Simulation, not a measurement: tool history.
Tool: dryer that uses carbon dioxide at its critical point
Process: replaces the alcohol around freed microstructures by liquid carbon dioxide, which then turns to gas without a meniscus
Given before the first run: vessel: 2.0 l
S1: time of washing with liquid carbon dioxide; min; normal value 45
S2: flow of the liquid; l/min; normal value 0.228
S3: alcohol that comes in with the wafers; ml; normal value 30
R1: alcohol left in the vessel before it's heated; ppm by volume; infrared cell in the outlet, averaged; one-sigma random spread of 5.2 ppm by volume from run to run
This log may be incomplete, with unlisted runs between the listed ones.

run	day	S1	S2	S3	R1
1	0	45	0.228	30	408
2	1.5	45	0.228	30	415
3	2.304	45	0.288	30	305
4	3.904	45	0.288	30	315
5	4.971	45	0.288	30	316
6	5.996	45	0.288	30	333
7	7.217	45	0.288	30	318
8	8.975	45	0.228	30	106
9	9.829	45	0.228	23	88
10	11.229	45	0.228	30	117
11	12.333	45	0.228	30	124
12	13.246	45	0.228	30	129
13	14.654	45	0.228	30	128
14	15.633	45	0.228	30	142
15	17.142	45	0.228	30	148
16	17.912	45	0.228	30	156
17	18.708	45	0.228	30	157
18	19.621	45	0.228	30	153
19	21.312	45	0.228	30	170
20	22.217	45	0.228	30	173
21	22.946	45	0.228	30	184
22	23.988	45	0.228	30	190
23	24.733	38	0.228	119	986
24	26.475	66	0.228	118	142
25	27.729	45	0.366	30	113
26	29.521	38	0.366	112	185
27	30.771	29	0.256	112	1715
28	32.017	38	0.16	112	3150
29	33.396	38	0.164	105	2927
30	34.167	38	0.164	105	2884
31	35.888	70	0.201	92	206
32	36.754	41	0.228	30	327
33	37.838	45	0.355	44	155
34	38.712	45	0.355	44	169
35	40.275	42	0.228	27	305
36	41.146	45	0.143	108	2874
37	42.292	45	0.371	108	202
38	43.771	30	0.157	108	6106
39	45.433	29	0.167	70	3835
40	46.958	45	0.228	69	472
41	47.838	47	0.228	113	574
42	49.479	45	0.166	30	667
43	51.142	45	0.338	82	250

Missing from the log above: 2 entries noted between runs. For each, name the pair of listed runs it sits between and say how the tool's hidden condition differs from the listed run just before to the listed run just after:
In the gap between runs 6 and 7: inlet filter changed (day 7.025)
  flow that reaches the vessel past the clogged filter, %: 91.9 -> 99.7; alcohol in the recycled carbon dioxide, ppm: 287.4 -> 293.1
  measured result minus the result with no hidden state, R1: +306 -> +293 ppm by volume
In the gap between runs 7 and 8: purifier's bed changed (day 8.212)
  flow that reaches the vessel past the clogged filter, %: 99.7 -> 99.4; alcohol in the recycled carbon dioxide, ppm: 293.1 -> 10.4
  measured result minus the result with no hidden state, R1: +293 -> +8 ppm by volume
